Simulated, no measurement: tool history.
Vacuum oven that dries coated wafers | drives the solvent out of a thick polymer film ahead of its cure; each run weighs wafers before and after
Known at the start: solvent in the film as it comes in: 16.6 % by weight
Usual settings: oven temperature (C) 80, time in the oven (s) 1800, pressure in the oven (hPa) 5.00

| run | hour | oven temperature (C) | time in the oven (s) | pressure in the oven (hPa) | solvent left in the film (%) |
|---|---|---|---|---|---|
| 1 | 0.0 | 80 | 1800 | 5.00 | 1.62 |
| 2 | 92.6 | 80 | 1800 | 5.00 | 1.67 |
| 3 | 177.2 | 80 | 1800 | 5.00 | 1.73 |
| 4 | 260.5 | 80 | 1800 | 5.00 | 1.59 |
| 5 | 340.5 | 80 | 1800 | 5.00 | 1.64 |
| 6 | 418.8 | 80 | 1800 | 5.00 | 1.64 |
| 7 | 498.9 | 80 | 1800 | 5.00 | 1.56 |
| 8 | 569.2 | 80 | 1800 | 5.00 | 1.59 |
| 9 | 644.5 | 80 | 1800 | 5.00 | 1.66 |
| 10 | 730.1 | 80 | 1800 | 3.72 | 1.58 |
| 11 | 771.4 | 80 | 1380 | 5.00 | 2.43 |
| 12 | 870.3 | 80 | 1380 | 5.00 | 2.37 |
| 13 | 936.3 | 80 | 1380 | 5.00 | 2.38 |
| 14 | 986.8 | 80 | 1380 | 5.00 | 2.24 |
| 15 | 1058.4 | 78 | 1800 | 5.00 | 1.97 |
|  | 1079.3 | oven's thermocouples calibrated |
| 16 | 1152.7 | 78 | 1800 | 5.00 | 1.81 |
| 17 | 1218.8 | 78 | 1800 | 5.00 | 1.88 |
| 18 | 1314.5 | 69 | 1080 | 4.84 | 6.64 |
| 19 | 1382.8 | 69 | 1080 | 4.84 | 6.84 |
|  | 1436.8 | oven's thermocouples calibrated, once more |
| 20 | 1479.1 | 74 | 1080 | 4.58 | 6.03 |
| 21 | 1537.1 | 74 | 1080 | 4.58 | 6.16 |
| 22 | 1596.9 | 68 | 1080 | 4.58 | 7.95 |
| 23 | 1663.5 | 68 | 1920 | 4.07 | 5.54 |
| 24 | 1704.2 | 68 | 3180 | 4.07 | 3.14 |
| 25 | 1765.2 | 85 | 2100 | 4.64 | 0.79 |
| 26 | 1831.1 | 85 | 2100 | 4.64 | 0.83 |
| 27 | 1897.9 | 88 | 2160 | 11.86 | 0.96 |
| 28 | 1979.4 | 88 | 2160 | 11.86 | 0.96 |
| 29 | 2062.0 | 86 | 1380 | 4.55 | 1.38 |
| 30 | 2144.4 | 86 | 1380 | 4.55 | 1.26 |
| 31 | 2221.7 | 86 | 3000 | 4.55 | 0.62 |
| 32 | 2300.2 | 68 | 2100 | 4.55 | 4.84 |
| 33 | 2390.4 | 68 | 2100 | 4.55 | 4.93 |
| 34 | 2442.2 | 87 | 1620 | 7.37 | 1.01 |

Forecast each of these 5 alternatives for the next run:
| A | 2508.6 | 75 | 1800 | 5.00 | ? |
| B | 2508.6 | 91 | 1800 | 5.00 | ? |
| C | 2508.6 | 68 | 1020 | 5.00 | ? |
| D | 2508.6 | 82 | 1080 | 5.71 | ? |
| E | 2508.6 | 87 | 1620 | 3.72 | ? |

| run | solvent left in the film (%) |
|---|---|
| A | 3.05 |
| B | 0.65 |
| C | 8.05 |
| D | 3.08 |
| E | 0.83 |
Without the tool's hidden state the same runs would have given:
| run | solvent left in the film (%) |
|---|---|
| A | 2.94 |
| B | 0.44 |
| C | 8.02 |
| D | 3.06 |
| E | 0.64 |
